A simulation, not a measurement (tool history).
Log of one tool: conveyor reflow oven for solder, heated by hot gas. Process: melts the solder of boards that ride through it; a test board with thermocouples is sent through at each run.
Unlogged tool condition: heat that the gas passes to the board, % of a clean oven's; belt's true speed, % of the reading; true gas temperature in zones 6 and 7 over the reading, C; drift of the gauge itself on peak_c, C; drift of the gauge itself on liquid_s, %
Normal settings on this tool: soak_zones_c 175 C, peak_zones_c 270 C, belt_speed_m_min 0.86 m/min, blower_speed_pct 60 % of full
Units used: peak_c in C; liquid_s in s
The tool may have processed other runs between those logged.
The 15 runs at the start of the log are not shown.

run	hour	soak_zones_c	peak_zones_c	belt_speed_m_min	blower_speed_pct	hours of work since the flux was cleaned out	hours of work since the belt drive was overhauled	hours of work since the thermocouples were changed	peak_c	liquid_s
16	356.9	175	270	0.845	57	78	750	468	246.7	38.8
17	378	172	266	0.784	68	88	761	479	248.9	43.9
18	403.3	175	265	0.975	60	101	774	491	238	27.1
19	431.6	175	270	0.835	90	115	788	506	255.8	45.9
20	451.3	175	275	0.86	57	125	798	515	249.7	39.8
21	466	175	269	0.86	70	132	805	523	249.2	40.2
22	481.9	175	270	0.765	76	140	813	531	254.8	49.7
23	510.6	175	270	0.765	68	155	827	545	252.6	48.5
24	539.7	175	270	0.765	68	169	842	560	253.2	48.5
25	572.6	162	276	0.707	64	186	858	576	257.4	51.5
26	603	162	276	0.707	64	201	874	591	258.2	51.3
# hour 630.9: flux residue cleaned out of gas plates and filters
27	637.5	160	276	0.707	80	3	888	606	262.4	54.8
28	664.1	161	284	0.892	82	17	902	619	261.9	42.3
29	679.4	185	283	0.972	54	24	909	627	252.4	38.5
30	695.1	185	283	0.972	54	32	917	635	252.3	38.1

Predict each of these 5 candidate next runs independently; none follows another, all start after run 30:
A	725.4	175	271	0.86	60	47	932	650	?	?
B	725.4	185	281	0.982	54	47	932	650	?	?
C	725.4	175	270	0.978	60	47	932	650	?	?
D	725.4	175	284	0.965	60	47	932	650	?	?
E	725.4	166	283	0.745	54	47	932	650	?	?

run	peak_c	liquid_s
A	247.8	38.8
B	250.4	36.6
C	241.5	29.6
D	253.6	37.1
E	259.3	50.3
The same runs, with their run-to-run variation unchanged, on a tool lacking any hidden condition would have given:
run	peak_c	liquid_s
A	249.5	39.3
B	252	37
C	243.2	30.3
D	255.3	37.5
E	261	50.6
